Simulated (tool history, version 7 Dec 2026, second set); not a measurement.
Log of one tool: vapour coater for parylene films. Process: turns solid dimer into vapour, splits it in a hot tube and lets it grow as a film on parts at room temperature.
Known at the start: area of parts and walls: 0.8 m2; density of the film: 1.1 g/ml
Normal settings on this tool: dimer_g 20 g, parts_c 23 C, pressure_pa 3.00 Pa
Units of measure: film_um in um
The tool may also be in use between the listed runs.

Run 1, hour 0.0: usual settings. Result: film_um 12.08 um.
Run 2, hour 14.8: usual settings. Result: film_um 12.11 um.
Run 3, hour 33.8: usual settings but parts_c 28 C. Result: film_um 10.29 um.
Run 4, hour 45.7: usual settings but parts_c 28 C. Result: film_um 10.13 um.
Run 5, hour 59.3: usual settings but parts_c 28 C. Result: film_um 10.14 um.
Run 6, hour 81.5: usual settings but dimer_g 13 g. Result: film_um 7.66 um.
Run 7, hour 107.1: usual settings but dimer_g 13 g. Result: film_um 7.64 um.
Run 8, hour 126.4: usual settings but dimer_g 13 g. Result: film_um 7.45 um.
Run 9, hour 141.7: usual settings. Result: film_um 11.53 um.
Run 10, hour 154.4: usual settings. Result: film_um 11.55 um.
Run 11, hour 177.6: usual settings. Result: film_um 11.41 um.
Run 12, hour 197.1: usual settings. Result: film_um 11.33 um.
Run 13, hour 221.3: usual settings but dimer_g 8 g. Result: film_um 4.48 um.
Run 14, hour 242.2: usual settings but dimer_g 8 g. Result: film_um 4.42 um.
At hour 253.1: trap's valve overhauled.
At hour 256.4: table's thermometer calibrated.
Run 15, hour 264.7: usual settings but dimer_g 26 g, pressure_pa 7.14 Pa. Result: film_um 14.64 um.
Run 16, hour 280.3: usual settings but dimer_g 9 g, parts_c 21 C, pressure_pa 8.91 Pa. Result: film_um 5.28 um.
Run 17, hour 303.3: usual settings but dimer_g 9 g, parts_c 21 C, pressure_pa 8.91 Pa. Result: film_um 5.24 um.
Run 18, hour 327.7: usual settings but dimer_g 9 g, parts_c 21 C. Result: film_um 5.62 um.
Run 19, hour 351.5: usual settings but dimer_g 10 g. Result: film_um 5.83 um.
Run 20, hour 366.5: usual settings but dimer_g 10 g, pressure_pa 3.35 Pa. Result: film_um 5.76 um.
Run 21, hour 391.5: usual settings but dimer_g 10 g, pressure_pa 3.35 Pa. Result: film_um 5.70 um.
Run 22, hour 403.0: usual settings but dimer_g 10 g, pressure_pa 3.35 Pa. Result: film_um 5.65 um.
Run 23, hour 415.4: usual settings but parts_c 21 C, pressure_pa 2.04 Pa. Result: film_um 12.50 um.
Run 24, hour 436.6: usual settings but parts_c 21 C, pressure_pa 2.04 Pa. Result: film_um 12.33 um.
Run 25, hour 463.0: usual settings but parts_c 21 C, pressure_pa 2.04 Pa. Result: film_um 12.22 um.
Run 26, hour 481.2: usual settings but parts_c 21 C, pressure_pa 2.04 Pa. Result: film_um 12.11 um.
Run 27, hour 499.0: usual settings but parts_c 21 C, pressure_pa 2.04 Pa. Result: film_um 12.09 um.

Predict each of these 4 candidate next runs independently; none follows another, all start after run 27:
Run A, hour 522.8: usual settings but parts_c 18 C, pressure_pa 11.59 Pa. Result: film_um ?.
Run B, hour 522.8: usual settings but parts_c 21 C, pressure_pa 7.32 Pa. Result: film_um ?.
Run C, hour 522.8: usual settings but dimer_g 9 g, parts_c 28 C, pressure_pa 3.93 Pa. Result: film_um ?.
Run D, hour 522.8: usual settings but parts_c 16 C, pressure_pa 2.04 Pa. Result: film_um ?.

run  film_um
  A    11.72
  B    11.02
  C     4.17
  D    13.97
What these runs would have given with no unlogged condition in the tool:
run  film_um
  A    12.87
  B    12.10
  C     4.57
  D    15.35
